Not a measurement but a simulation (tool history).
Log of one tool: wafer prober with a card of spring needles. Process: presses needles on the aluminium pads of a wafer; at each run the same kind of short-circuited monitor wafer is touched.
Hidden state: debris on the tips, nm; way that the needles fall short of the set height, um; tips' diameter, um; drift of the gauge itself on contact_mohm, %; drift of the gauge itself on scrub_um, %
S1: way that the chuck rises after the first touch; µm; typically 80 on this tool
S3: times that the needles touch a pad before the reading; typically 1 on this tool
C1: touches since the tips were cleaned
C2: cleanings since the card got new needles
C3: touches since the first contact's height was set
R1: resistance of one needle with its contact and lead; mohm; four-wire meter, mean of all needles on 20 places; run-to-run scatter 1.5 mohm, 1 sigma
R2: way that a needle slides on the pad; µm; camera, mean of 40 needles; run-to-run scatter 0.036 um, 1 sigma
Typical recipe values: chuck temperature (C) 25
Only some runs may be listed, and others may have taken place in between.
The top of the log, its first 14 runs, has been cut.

At hour 101.7: tips cleaned on abrasive film.
Run 15, hour 103.8: usual settings; C1 1348; C2 47; C3 7026. Result: R1 143 mohm, R2 16.70 µm.
At hour 108.5: tips cleaned on abrasive film.
Run 16, hour 109.5: usual settings; C1 669; C2 48; C3 10724. Result: R1 140 mohm, R2 16.71 µm.
At hour 115.3: tips cleaned on abrasive film.
Run 17, hour 120.0: usual settings but S1 94 µm, chuck temperature (C) 62; C1 3096; C2 49; C3 17585. Result: R1 145 mohm, R2 19.64 µm.
At hour 121.8: tips cleaned on abrasive film.
Run 18, hour 125.8: usual settings but S1 62 µm, chuck temperature (C) 26, S3 2; C1 2640; C2 50; C3 21299. Result: R1 142 mohm, R2 12.98 µm.
At hour 128.2: tips cleaned on abrasive film.
At hour 134.6: tips cleaned on abrasive film.
Run 19, hour 134.6: usual settings but chuck temperature (C) 32, S3 2; C1 0; C2 52; C3 26934. Result: R1 143 mohm, R2 16.76 µm.
At hour 141.0: tips cleaned on abrasive film.
Run 20, hour 143.0: usual settings but S1 77 µm, chuck temperature (C) 35, S3 3; C1 1339; C2 53; C3 32385. Result: R1 141 mohm, R2 16.12 µm.
At hour 147.7: tips cleaned on abrasive film.
Run 21, hour 148.4: usual settings but S1 61 µm, chuck temperature (C) 31, S3 2; C1 439; C2 54; C3 35860. Result: R1 147 mohm, R2 12.78 µm.
At hour 154.1: tips cleaned on abrasive film.
Run 22, hour 154.1: usual settings but S1 67 µm, chuck temperature (C) 121; C1 27; C2 55; C3 39566. Result: R1 162 mohm, R2 14.02 µm.
At hour 160.8: tips cleaned on abrasive film.
Run 23, hour 161.1: usual settings but S1 84 µm, chuck temperature (C) 48, S3 2; C1 161; C2 56; C3 44051. Result: R1 144 mohm, R2 17.63 µm.
At hour 167.7: tips cleaned on abrasive film.
Run 24, hour 171.3: usual settings but S1 73 µm; C1 2338; C2 57; C3 50693. Result: R1 143 mohm, R2 15.36 µm.
At hour 174.5: tips cleaned on abrasive film.
Run 25, hour 180.1: usual settings but S1 73 µm; C1 3677; C2 58; C3 56404. Result: R1 142 mohm, R2 15.40 µm.
At hour 180.9: tips cleaned on abrasive film.
Run 26, hour 186.1: usual settings but S1 73 µm; C1 3427; C2 59; C3 60276. Result: R1 143 mohm, R2 15.25 µm.
At hour 187.8: tips cleaned on abrasive film.
Run 27, hour 191.8: usual settings but S1 77 µm, chuck temperature (C) 37; C1 2634; C2 60; C3 63947. Result: R1 143 mohm, R2 16.21 µm.
At hour 194.5: tips cleaned on abrasive film.
Run 28, hour 196.6: usual settings but S1 60 µm, S3 2; C1 1395; C2 61; C3 67056. Result: R1 142 mohm, R2 12.66 µm.
At hour 201.2: tips cleaned on abrasive film.
At hour 207.7: tips cleaned on abrasive film.
Run 29, hour 207.7: usual settings but S1 95 µm, chuck temperature (C) 57; C1 0; C2 63; C3 74181. Result: R1 144 mohm, R2 20.12 µm.
At hour 214.3: tips cleaned on abrasive film.
Run 30, hour 218.8: usual settings but S1 95 µm, chuck temperature (C) 57; C1 2931; C2 64; C3 81375. Result: R1 142 mohm, R2 20.09 µm.
At hour 220.9: tips cleaned on abrasive film.
At hour 225.1: gauge calibrated.
At hour 227.2: tips cleaned on abrasive film.
Run 31, hour 227.2: usual settings but S1 89 µm, chuck temperature (C) 33; C1 0; C2 66; C3 86809. Result: R1 139 mohm, R2 18.42 µm.
At hour 233.6: tips cleaned on abrasive film.
Run 32, hour 234.7: usual settings but S1 68 µm, chuck temperature (C) 78, S3 3; C1 707; C2 67; C3 91618. Result: R1 152 mohm, R2 14.08 µm.

Here are 3 independent what-if runs from the current tool condition. What would each one return?
At hour 240.1: tips cleaned on abrasive film.
Run A, hour 245.3: usual settings but S1 64 µm; C1 3406; C2 68; C3 98529. Result: R1 ?, R2 ?.
At hour 240.1: tips cleaned on abrasive film.
Run B, hour 245.3: usual settings but S1 86 µm, chuck temperature (C) 49, S3 2; C1 3406; C2 68; C3 98529. Result: R1 ?, R2 ?.
At hour 240.1: tips cleaned on abrasive film.
Run C, hour 245.3: usual settings but S1 77 µm, chuck temperature (C) 39; C1 3406; C2 68; C3 98529. Result: R1 ?, R2 ?.

run   R1     R2
  A  143  13.32
  B  145  17.86
  C  144  15.94
With the hidden condition removed and each run's random variation left untouched, the same runs would have given:
run   R1     R2
  A  142  13.29
  B  145  17.82
  C  144  15.91
